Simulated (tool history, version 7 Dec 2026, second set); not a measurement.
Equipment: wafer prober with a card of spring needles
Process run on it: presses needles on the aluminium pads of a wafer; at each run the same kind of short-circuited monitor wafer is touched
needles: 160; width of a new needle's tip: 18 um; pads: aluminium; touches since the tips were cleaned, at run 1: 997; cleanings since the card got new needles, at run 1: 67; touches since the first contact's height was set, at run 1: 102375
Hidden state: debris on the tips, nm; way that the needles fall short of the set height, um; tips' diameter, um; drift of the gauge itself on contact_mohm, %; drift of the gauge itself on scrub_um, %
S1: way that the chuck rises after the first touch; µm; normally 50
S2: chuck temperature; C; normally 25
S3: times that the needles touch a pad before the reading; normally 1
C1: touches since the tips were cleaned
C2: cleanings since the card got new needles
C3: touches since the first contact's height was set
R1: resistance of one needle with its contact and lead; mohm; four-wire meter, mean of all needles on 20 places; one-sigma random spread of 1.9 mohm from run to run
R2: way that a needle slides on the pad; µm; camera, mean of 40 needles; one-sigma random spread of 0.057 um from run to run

run	hour	S1	S2	S3	C1	C2	C3	R1	R2
1	0	50	25	1	997	67	102375	254	12.69
# hour 19.1: tips cleaned on abrasive film
2	34.4	50	25	1	2755	68	108564	313	12.67
# hour 42.4: tips cleaned on abrasive film
# hour 66.1: tips cleaned on abrasive film
3	76.6	50	25	1	1907	70	116153	289	12.51
# hour 94.5: tips cleaned on abrasive film
# hour 119.7: tips cleaned on abrasive film
4	119.7	50	25	1	0	72	123897	219	12.43
# hour 144.9: tips cleaned on abrasive film
# hour 168.8: tips cleaned on abrasive film
5	185.4	50	25	1	2993	74	135720	326	12.54
# hour 195.8: tips cleaned on abrasive film
# hour 218.9: tips cleaned on abrasive film
# hour 245: tips cleaned on abrasive film
6	245	50	25	1	0	77	146420	211	12.42
# hour 272.1: tips cleaned on abrasive film
# hour 297.8: tips cleaned on abrasive film
7	312.1	50	25	1	2585	79	158493	308	12.37
# hour 323.5: tips cleaned on abrasive film
# hour 348.5: tips cleaned on abrasive film
8	348.5	50	25	1	3	81	165028	220	12.31
# hour 374.6: tips cleaned on abrasive film
# hour 402.9: tips cleaned on abrasive film
9	403.1	50	25	1	29	83	174850	215	12.23
# hour 426.3: tips cleaned on abrasive film
# hour 451.1: tips cleaned on abrasive film
# hour 474: tips cleaned on abrasive film
10	474	50	25	1	0	86	187597	217	12.11
# hour 499.8: tips cleaned on abrasive film
# hour 523.8: tips cleaned on abrasive film
11	540.3	50	25	1	2977	88	199526	339	12.14
# hour 549.9: tips cleaned on abrasive film
# hour 574.5: tips cleaned on abrasive film
# hour 601: tips cleaned on abrasive film
12	607.3	50	25	1	1135	91	211566	279	12.09
# hour 624.5: tips cleaned on abrasive film
# hour 651.5: tips cleaned on abrasive film
13	663	50	25	1	2085	93	221594	325	12
# hour 674.5: tips cleaned on abrasive film
# hour 700.2: tips cleaned on abrasive film
14	712.4	50	25	1	2202	95	230467	306	12.06
# hour 726.6: tips cleaned on abrasive film
# hour 730.9: height of the first contact set anew
# hour 750.1: tips cleaned on abrasive film
15	769.3	50	25	1	3469	97	6926	318	13.17
# hour 774.1: tips cleaned on abrasive film
# hour 798.8: tips cleaned on abrasive film
# hour 824: tips cleaned on abrasive film
16	837.3	50	25	1	2402	100	19138	302	13.14
# hour 851.7: tips cleaned on abrasive film
17	871.4	50	36	1	3561	101	25285	342	13.03
# hour 877.2: tips cleaned on abrasive film
# hour 901.9: tips cleaned on abrasive film
18	901.9	50	36	1	0	103	30748	220	12.99
# hour 927.4: tips cleaned on abrasive film
# hour 952.1: tips cleaned on abrasive film
19	969.8	50	36	1	3190	105	42965	334	12.86
# hour 974.9: tips cleaned on abrasive film
# hour 1001.8: tips cleaned on abrasive film
# hour 1027.1: tips cleaned on abrasive film
20	1028.7	62	36	1	286	108	53539	222	16.04
# hour 1053.3: tips cleaned on abrasive film
21	1073.6	35	35	3	3660	109	61628	328	8.89

Expected results for the next run?
# hour 1078.2: tips cleaned on abrasive film
# hour 1103.4: tips cleaned on abrasive film
22	1126	43	60	1	4081	111	71054	?	?

Logged for run 22: R1 418 mohm, R2 10.97 µm.
With the hidden condition absent and the run-to-run variation left alone, this run would have shown R1 214 mohm, R2 11.35 µm.
